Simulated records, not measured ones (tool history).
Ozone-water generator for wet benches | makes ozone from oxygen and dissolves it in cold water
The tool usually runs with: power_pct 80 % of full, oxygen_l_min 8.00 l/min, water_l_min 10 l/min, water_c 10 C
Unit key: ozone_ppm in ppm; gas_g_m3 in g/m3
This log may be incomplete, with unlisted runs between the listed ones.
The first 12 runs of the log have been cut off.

| run | hour | power_pct | oxygen_l_min | water_l_min | water_c | hours of work since the electrodes were changed | hours of work since the contactor was cleaned | hours of work since the thermometer was calibrated | ozone_ppm | gas_g_m3 |
|---|---|---|---|---|---|---|---|---|---|---|
|  | 1349.9 | water thermometer calibrated |
| 13 | 1517.7 | 80 | 8.00 | 10 | 10 | 2569 | 819 | 144 | 35.0 | 214.3 |
| 14 | 1676.0 | 80 | 8.00 | 10 | 10 | 2705 | 955 | 281 | 35.0 | 213.3 |
| 15 | 1853.4 | 80 | 8.00 | 10 | 10 | 2858 | 1108 | 433 | 34.6 | 212.3 |
| 16 | 1982.7 | 80 | 8.00 | 10 | 10 | 2969 | 1219 | 544 | 34.1 | 211.8 |
| 17 | 2077.9 | 80 | 8.00 | 10 | 10 | 3051 | 1301 | 626 | 34.2 | 211.4 |
| 18 | 2157.6 | 80 | 8.00 | 10 | 17 | 3120 | 1370 | 695 | 29.2 | 210.8 |
| 19 | 2256.3 | 80 | 8.00 | 10 | 9 | 3205 | 1454 | 780 | 34.9 | 208.2 |
| 20 | 2430.8 | 80 | 8.00 | 10 | 11 | 3355 | 1605 | 930 | 32.8 | 208.1 |
| 21 | 2526.8 | 96 | 8.00 | 10 | 8 | 3437 | 1687 | 1013 | 38.0 | 226.0 |
| 22 | 2624.3 | 58 | 8.00 | 10 | 10 | 3521 | 1771 | 1096 | 28.6 | 175.7 |
| 23 | 2715.2 | 58 | 8.00 | 10 | 10 | 3599 | 1849 | 1175 | 28.2 | 176.6 |
| 24 | 2869.2 | 80 | 8.00 | 11 | 10 | 3732 | 1982 | 1307 | 30.3 | 205.4 |
| 25 | 3046.5 | 80 | 8.00 | 8 | 10 | 3884 | 2134 | 1460 | 39.0 | 203.0 |
| 26 | 3126.7 | 80 | 10.03 | 10 | 5 | 3953 | 2203 | 1529 | 35.0 | 183.7 |
| 27 | 3246.7 | 45 | 8.00 | 10 | 16 | 4057 | 2307 | 1632 | 21.5 | 154.2 |
| 28 | 3328.4 | 40 | 10.46 | 11 | 6 | 4127 | 2377 | 1702 | 23.1 | 131.5 |
| 29 | 3422.1 | 40 | 10.46 | 11 | 6 | 4208 | 2457 | 1783 | 22.9 | 130.8 |
| 30 | 3571.2 | 40 | 10.46 | 11 | 6 | 4336 | 2586 | 1911 | 23.1 | 130.4 |
|  | 3651.5 | contactor cleaned |
| 31 | 3656.4 | 80 | 4.50 | 7 | 10 | 4406 | 4 | 1981 | 45.8 | 257.2 |
| 32 | 3795.2 | 77 | 8.00 | 14 | 15 | 4525 | 124 | 2100 | 21.5 | 197.5 |

Here are 3 independent what-if runs from the current tool condition. What would each one return?
| A | 3885.7 | 80 | 8.00 | 10 | 13 | 4603 | 202 | 2178 | ? | ? |
| B | 3885.7 | 77 | 8.00 | 7 | 15 | 4603 | 202 | 2178 | ? | ? |
| C | 3885.7 | 77 | 4.25 | 14 | 16 | 4603 | 202 | 2178 | ? | ? |

| run | ozone_ppm | gas_g_m3 |
|---|---|---|
| A | 30.3 | 199.2 |
| B | 36.8 | 194.9 |
| C | 20.4 | 253.2 |
Without the tool's unlogged condition, the same runs would have read:
| run | ozone_ppm | gas_g_m3 |
|---|---|---|
| A | 36.2 | 235.7 |
| B | 43.8 | 229.9 |
| C | 24.3 | 298.7 |
